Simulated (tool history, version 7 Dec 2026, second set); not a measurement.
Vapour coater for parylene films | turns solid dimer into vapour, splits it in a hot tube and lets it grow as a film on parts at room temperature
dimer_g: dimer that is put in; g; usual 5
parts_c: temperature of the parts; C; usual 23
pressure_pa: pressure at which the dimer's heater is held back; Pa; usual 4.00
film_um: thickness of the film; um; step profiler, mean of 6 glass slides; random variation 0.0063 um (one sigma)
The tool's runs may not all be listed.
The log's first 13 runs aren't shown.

Run 14, hour 621.8: usual settings. Result: film_um 1.763 um.
Run 15, hour 649.8: usual settings but pressure_pa 8.42 Pa. Result: film_um 1.530 um.
Run 16, hour 683.2: usual settings but pressure_pa 8.42 Pa. Result: film_um 1.529 um.
Run 17, hour 721.1: usual settings but pressure_pa 8.42 Pa. Result: film_um 1.521 um.
Run 18, hour 763.9: usual settings but dimer_g 6 g, parts_c 25 C, pressure_pa 8.42 Pa. Result: film_um 1.684 um.
At hour 825.3: trap's valve overhauled.
Run 19, hour 827.8: usual settings but dimer_g 4 g. Result: film_um 1.404 um.
At hour 832.4: gauge calibrated.
Run 20, hour 861.5: usual settings. Result: film_um 1.796 um.
Run 21, hour 914.9: usual settings but dimer_g 3 g. Result: film_um 1.081 um.
Run 22, hour 963.0: usual settings but dimer_g 3 g. Result: film_um 1.075 um.
Run 23, hour 1017.4: usual settings but dimer_g 3 g. Result: film_um 1.074 um.
Run 24, hour 1055.8: usual settings but dimer_g 3 g. Result: film_um 1.072 um.

Run 25 comes next. What will it give?
Run 25, hour 1108.5: usual settings but dimer_g 3 g. Result: film_um ?.

{"run 25": {"film_um": 1.064}}
Without the tool's hidden state the same run would have given film_um 1.075 um.

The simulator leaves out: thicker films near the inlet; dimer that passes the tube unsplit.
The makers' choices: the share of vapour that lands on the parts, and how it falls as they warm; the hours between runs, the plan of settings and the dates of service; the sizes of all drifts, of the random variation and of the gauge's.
